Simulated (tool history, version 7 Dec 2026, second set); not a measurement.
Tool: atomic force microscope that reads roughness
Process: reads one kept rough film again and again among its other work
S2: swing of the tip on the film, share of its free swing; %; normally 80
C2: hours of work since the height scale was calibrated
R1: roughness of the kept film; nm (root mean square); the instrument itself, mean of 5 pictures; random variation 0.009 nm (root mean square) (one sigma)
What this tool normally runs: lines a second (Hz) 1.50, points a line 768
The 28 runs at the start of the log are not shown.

Run 29, day 53.183: usual settings but lines a second (Hz) 2.63, S2 71 %, points a line 694; pictures with this tip 137; C2 1469. Result: R1 1.773 nm (root mean square).
At day 54.417: new tip fitted.
Run 30, day 54.471: usual settings but lines a second (Hz) 3.80, S2 65 %, points a line 657; pictures with this tip 2; C2 1492. Result: R1 1.952 nm (root mean square).
Run 31, day 56.375: usual settings but lines a second (Hz) 3.80, S2 66 %, points a line 657; pictures with this tip 76; C2 1527. Result: R1 1.831 nm (root mean square).
Run 32, day 58.950: usual settings but lines a second (Hz) 3.80, S2 66 %, points a line 657; pictures with this tip 177; C2 1573. Result: R1 1.716 nm (root mean square).
At day 59.179: new tip fitted.
Run 33, day 60.221: usual settings but lines a second (Hz) 3.80, S2 66 %, points a line 657; pictures with this tip 40; C2 1596. Result: R1 1.902 nm (root mean square).
Run 34, day 61.583: usual settings but lines a second (Hz) 3.80, S2 78 %, points a line 540; pictures with this tip 94; C2 1621. Result: R1 1.673 nm (root mean square).
At day 64.008: new tip fitted.
Run 35, day 64.083: usual settings but lines a second (Hz) 3.80, S2 78 %, points a line 540; pictures with this tip 3; C2 1666. Result: R1 1.796 nm (root mean square).
Run 36, day 66.112: usual settings but lines a second (Hz) 3.80, S2 78 %, points a line 540; pictures with this tip 82; C2 1702. Result: R1 1.667 nm (root mean square).
Run 37, day 67.658: usual settings but lines a second (Hz) 3.17, S2 82 %; pictures with this tip 143; C2 1730. Result: R1 1.593 nm (root mean square).
At day 68.829: new tip fitted.
Run 38, day 68.929: usual settings but lines a second (Hz) 0.92, S2 86 %, points a line 436; pictures with this tip 4; C2 1753. Result: R1 1.999 nm (root mean square).
Run 39, day 71.388: usual settings but lines a second (Hz) 0.92, S2 86 %, points a line 436; pictures with this tip 100; C2 1797. Result: R1 1.839 nm (root mean square).

Predict the results of run 40:
Run 40, day 72.567: usual settings but lines a second (Hz) 1.70; pictures with this tip 146; C2 1819. Result: R1 ?.

{"run 40": {"R1": 1.722}}
Take away the tool's hidden state, keep the run-to-run variation as it was, and the same run would have given R1 1.997 nm (root mean square).

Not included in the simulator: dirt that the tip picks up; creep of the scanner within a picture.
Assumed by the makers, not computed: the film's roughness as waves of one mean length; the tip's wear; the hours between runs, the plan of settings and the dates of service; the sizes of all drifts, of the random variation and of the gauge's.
